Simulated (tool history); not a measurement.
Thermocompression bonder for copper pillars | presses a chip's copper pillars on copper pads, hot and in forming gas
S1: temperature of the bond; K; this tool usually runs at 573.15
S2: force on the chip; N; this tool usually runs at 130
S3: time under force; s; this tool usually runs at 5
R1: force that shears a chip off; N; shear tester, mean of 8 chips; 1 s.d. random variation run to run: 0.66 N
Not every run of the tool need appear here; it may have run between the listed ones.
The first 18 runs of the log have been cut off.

Run 19, day 48.908: usual settings but S3 8 s. Result: R1 60.9 N.
At day 51.538: heater calibrated with a thermocouple chip.
At day 51.833: forming gas filter changed.
Run 20, day 51.896: usual settings but S3 8 s. Result: R1 56.6 N.
Run 21, day 54.533: usual settings but S2 184 N. Result: R1 62.3 N.
Run 22, day 58.058: usual settings but S2 117 N, S3 10 s. Result: R1 55.6 N.
At day 60.696: force cell calibrated.
Run 23, day 60.696: usual settings but S2 117 N, S3 10 s. Result: R1 53.4 N.
Run 24, day 62.708: usual settings but S1 552.15 K, S3 3 s. Result: R1 29.4 N.
At day 63.812: forming gas filter changed.
Run 25, day 64.921: usual settings but S1 554.15 K, S3 9 s. Result: R1 48.5 N.
Run 26, day 67.242: usual settings but S1 554.15 K, S2 167 N, S3 9 s. Result: R1 61.1 N.
Run 27, day 70.050: usual settings but S1 596.15 K, S2 84 N. Result: R1 39.3 N.
Run 28, day 72.254: usual settings but S1 555.15 K, S3 7 s. Result: R1 45.6 N.
Run 29, day 74.754: usual settings but S2 150 N, S3 6 s. Result: R1 55.7 N.
At day 75.579: forming gas filter changed.
Run 30, day 77.212: usual settings but S2 150 N, S3 6 s. Result: R1 59.1 N.
Run 31, day 80.529: usual settings but S2 81 N, S3 3 s. Result: R1 26.9 N.
At day 82.746: heater calibrated with a thermocouple chip.
Run 32, day 83.479: usual settings but S2 112 N, S3 4 s. Result: R1 36.5 N.
Run 33, day 85.092: usual settings but S2 112 N, S3 4 s. Result: R1 35.8 N.
At day 87.458: forming gas filter changed.
Run 34, day 87.642: usual settings but S2 112 N, S3 4 s. Result: R1 38.5 N.
Run 35, day 89.933: usual settings but S2 139 N, S3 12 s. Result: R1 65.4 N.
Run 36, day 92.879: usual settings but S2 139 N, S3 12 s. Result: R1 65.5 N.
Run 37, day 95.792: usual settings but S2 139 N, S3 12 s. Result: R1 66.6 N.
Run 38, day 98.300: usual settings but S2 139 N, S3 12 s. Result: R1 65.4 N.
At day 99.217: forming gas filter changed.
Run 39, day 100.862: usual settings but S1 551.15 K, S3 9 s. Result: R1 50.3 N.
Run 40, day 102.867: usual settings but S1 551.15 K, S3 9 s. Result: R1 50.2 N.

Each row is a separate what-if for the run after 40, all from the same tool condition, not one after another. Results?
Run A, day 104.962: usual settings but S2 144 N, S3 7 s. Result: R1 ?.
Run B, day 104.962: usual settings but S3 4 s. Result: R1 ?.
Run C, day 104.962: usual settings but S1 551.15 K, S3 3 s. Result: R1 ?.

run    R1
  A  60.1
  B  45.7
  C  33.5
The same runs, with their run-to-run variation unchanged, on a tool lacking any hidden condition would have given:
run    R1
  A  55.3
  B  41.3
  C  29.6

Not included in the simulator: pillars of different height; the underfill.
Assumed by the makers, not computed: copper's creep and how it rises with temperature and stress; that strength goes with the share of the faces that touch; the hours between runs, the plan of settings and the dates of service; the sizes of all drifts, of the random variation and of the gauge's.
